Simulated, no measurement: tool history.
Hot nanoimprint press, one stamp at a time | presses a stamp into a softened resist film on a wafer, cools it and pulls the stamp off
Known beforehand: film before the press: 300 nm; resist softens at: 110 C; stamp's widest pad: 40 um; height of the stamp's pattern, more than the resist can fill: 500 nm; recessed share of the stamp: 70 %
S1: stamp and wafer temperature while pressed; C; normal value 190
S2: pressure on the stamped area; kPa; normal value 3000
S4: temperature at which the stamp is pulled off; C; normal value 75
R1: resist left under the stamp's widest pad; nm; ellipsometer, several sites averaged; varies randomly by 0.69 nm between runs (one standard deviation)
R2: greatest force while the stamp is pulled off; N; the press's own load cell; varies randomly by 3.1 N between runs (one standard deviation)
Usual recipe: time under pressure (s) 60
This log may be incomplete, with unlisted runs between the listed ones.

Run 1, hour 0.0: usual settings. Result: R1 150.4 nm, R2 149 N.
Run 2, hour 15.4: usual settings. Result: R1 149.6 nm, R2 149 N.
Run 3, hour 40.8: usual settings. Result: R1 149.9 nm, R2 150 N.
Run 4, hour 56.8: usual settings. Result: R1 150.4 nm, R2 146 N.
Run 5, hour 70.5: usual settings but time under pressure (s) 31. Result: R1 187.3 nm, R2 149 N.
Run 6, hour 93.3: usual settings but time under pressure (s) 31. Result: R1 186.0 nm, R2 148 N.
Run 7, hour 108.3: usual settings but time under pressure (s) 31. Result: R1 187.2 nm, R2 151 N.
Run 8, hour 127.6: usual settings but time under pressure (s) 31. Result: R1 186.3 nm, R2 155 N.
Run 9, hour 142.4: usual settings but time under pressure (s) 31. Result: R1 186.5 nm, R2 153 N.
Run 10, hour 166.6: usual settings but time under pressure (s) 31. Result: R1 187.6 nm, R2 154 N.
Run 11, hour 184.3: usual settings but S1 194 C. Result: R1 136.5 nm, R2 149 N.
At hour 207.1: plate thermocouple calibrated.
Run 12, hour 208.0: usual settings but S1 194 C. Result: R1 136.4 nm, R2 160 N.
Run 13, hour 228.9: usual settings. Result: R1 153.4 nm, R2 155 N.
At hour 239.6: gauge calibrated.
Run 14, hour 252.2: usual settings. Result: R1 149.3 nm, R2 149 N.
Run 15, hour 264.1: usual settings. Result: R1 149.7 nm, R2 154 N.
Run 16, hour 292.0: usual settings but S1 185 C, S2 3320 kPa, S4 63 C. Result: R1 163.8 nm, R2 196 N.
Run 17, hour 313.2: usual settings but S1 185 C, S2 3320 kPa, S4 63 C. Result: R1 163.2 nm, R2 193 N.
Run 18, hour 335.3: usual settings but S2 2270 kPa, S4 77 C. Result: R1 170.3 nm, R2 145 N.
Run 19, hour 360.0: usual settings but S2 2270 kPa, S4 77 C. Result: R1 170.9 nm, R2 147 N.
Run 20, hour 374.2: usual settings but S2 2270 kPa, S4 77 C. Result: R1 172.0 nm, R2 145 N.
Run 21, hour 389.2: usual settings but time under pressure (s) 35. Result: R1 181.1 nm, R2 153 N.
Run 22, hour 401.6: usual settings but S2 2770 kPa, S4 78 C. Result: R1 157.1 nm, R2 140 N.
Run 23, hour 425.2: usual settings but S1 196 C, S2 2000 kPa, time under pressure (s) 57, S4 65 C. Result: R1 159.2 nm, R2 189 N.
Run 24, hour 437.6: usual settings but S4 81 C. Result: R1 152.6 nm, R2 133 N.
Run 25, hour 461.4: usual settings but S4 72 C. Result: R1 152.5 nm, R2 162 N.
At hour 471.7: stamp cleaned and given a new release coat.
Run 26, hour 493.4: usual settings but S4 72 C. Result: R1 152.1 nm, R2 159 N.
Run 27, hour 511.8: usual settings but S1 189 C, time under pressure (s) 45. Result: R1 172.7 nm, R2 152 N.
Run 28, hour 531.0: usual settings but S1 201 C, S4 70 C. Result: R1 115.3 nm, R2 167 N.
Run 29, hour 553.3: usual settings but S1 201 C, S4 70 C. Result: R1 116.3 nm, R2 166 N.
Run 30, hour 576.6: usual settings but S1 201 C, S4 70 C. Result: R1 116.4 nm, R2 168 N.

Each run again, without the hidden state but with its own random variation kept:
The tool's hidden condition here consists of: true temperature over the reading, C; pressure that arrives at the usual setting, %; grip of the stamp's worn release coat, % over a new coat's; drift of the gauge itself on residual_nm, %; drift of the gauge itself on pull_off_n, %.
run     R1
  1  150.2
  2  149.1
  3  149.1
  4  149.3
  5  185.8
  6  184.0
  7  184.9
  8  183.7
  9  183.5
 10  184.2
 11  133.7
 12  133.6
 13  149.9
 14  149.0
 15  149.2
 16  162.8
 17  161.8
 18  168.5
 19  168.7
 20  169.5
 21  178.2
 22  154.4
 23  156.2
 24  149.4
 25  149.0
 26  148.3
 27  167.9
 28  111.9
 29  112.6
 30  112.5
R2: within 3 N of the measured result in every run.
